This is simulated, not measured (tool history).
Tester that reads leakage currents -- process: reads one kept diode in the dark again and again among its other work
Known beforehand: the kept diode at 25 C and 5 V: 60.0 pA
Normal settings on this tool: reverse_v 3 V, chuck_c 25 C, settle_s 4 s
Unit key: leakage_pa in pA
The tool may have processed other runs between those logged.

run 1 hour=0 | reverse_v=3 chuck_c=25 settle_s=4 | leakage_pa=47.96
run 2 hour=156.5 | reverse_v=3 chuck_c=25 settle_s=4 | leakage_pa=47.75
run 3 hour=232.7 | reverse_v=3 chuck_c=25 settle_s=5.92 | leakage_pa=47.62
run 4 hour=381.3 | reverse_v=3 chuck_c=25 settle_s=4 | leakage_pa=48.04
run 5 hour=538.4 | reverse_v=11.97 chuck_c=25 settle_s=4 | leakage_pa=90.46
run 6 hour=672.2 | reverse_v=15.07 chuck_c=25 settle_s=4 | leakage_pa=100.47
run 7 hour=811.5 | reverse_v=15.07 chuck_c=25 settle_s=4 | leakage_pa=100.19
run 8 hour=883.2 | reverse_v=1.1 chuck_c=25 settle_s=4 | leakage_pa=30.34
run 9 hour=964.7 | reverse_v=1.1 chuck_c=25 settle_s=4 | leakage_pa=30.39
run 10 hour=1039.9 | reverse_v=3 chuck_c=25 settle_s=4 | leakage_pa=47.57
run 11 hour=1183.8 | reverse_v=1.25 chuck_c=25 settle_s=4 | leakage_pa=32.12
run 12 hour=1311.7 | reverse_v=1.25 chuck_c=25 settle_s=4 | leakage_pa=32.16
run 13 hour=1458.7 | reverse_v=3 chuck_c=25 settle_s=4 | leakage_pa=47.79
run 14 hour=1603.6 | reverse_v=3.41 chuck_c=25 settle_s=4 | leakage_pa=50.85
run 15 hour=1703.1 | reverse_v=18.51 chuck_c=25 settle_s=2.05 | leakage_pa=111.59
-- hour=1789.8 chuck's temperature calibrated
run 16 hour=1840.7 | reverse_v=2.94 chuck_c=49 settle_s=4 | leakage_pa=336.82
run 17 hour=1983.8 | reverse_v=1.98 chuck_c=25 settle_s=4 | leakage_pa=39.68
run 18 hour=2131.6 | reverse_v=1.98 chuck_c=25 settle_s=4 | leakage_pa=39.52
run 19 hour=2293.9 | reverse_v=3.32 chuck_c=26 settle_s=0.48 | leakage_pa=56.58
run 20 hour=2378.6 | reverse_v=1.11 chuck_c=37 settle_s=3.04 | leakage_pa=84.56
run 21 hour=2479.7 | reverse_v=5.18 chuck_c=43 settle_s=1.95 | leakage_pa=277.1
-- hour=2575.8 tester calibrated
run 22 hour=2633.9 | reverse_v=5.18 chuck_c=43 settle_s=1.95 | leakage_pa=274.1
run 23 hour=2789.5 | reverse_v=1.6 chuck_c=25 settle_s=0.63 | leakage_pa=36.54
run 24 hour=2906.4 | reverse_v=3 chuck_c=21 settle_s=4 | leakage_pa=33.57
run 25 hour=3035.9 | reverse_v=12.06 chuck_c=29 settle_s=1.31 | leakage_pa=129.93
run 26 hour=3174.6 | reverse_v=1.02 chuck_c=26 settle_s=0.49 | leakage_pa=32.44
run 27 hour=3257 | reverse_v=1.02 chuck_c=26 settle_s=0.49 | leakage_pa=32.49
run 28 hour=3406.6 | reverse_v=1.02 chuck_c=26 settle_s=0.49 | leakage_pa=32.65

Predict each of these 5 candidate next runs independently; none follows another, all start after run 28:
run A hour=3497.1 | reverse_v=1.26 chuck_c=51 settle_s=3.25 | leakage_pa=?
run B hour=3497.1 | reverse_v=10.15 chuck_c=43 settle_s=2.31 | leakage_pa=?
run C hour=3497.1 | reverse_v=8.4 chuck_c=22 settle_s=1.86 | leakage_pa=?
run D hour=3497.1 | reverse_v=12.94 chuck_c=32 settle_s=1.74 | leakage_pa=?
run E hour=3497.1 | reverse_v=4.48 chuck_c=26 settle_s=0.49 | leakage_pa=?

run=A leakage_pa=268.04
run=B leakage_pa=374.62
run=C leakage_pa=59.84
run=D leakage_pa=172.66
run=E leakage_pa=65.49
Stripped of hidden state, with their random variation kept, the same runs would have yielded:
run=A leakage_pa=268.16
run=B leakage_pa=374.72
run=C leakage_pa=59.79
run=D leakage_pa=172.62
run=E leakage_pa=65.48
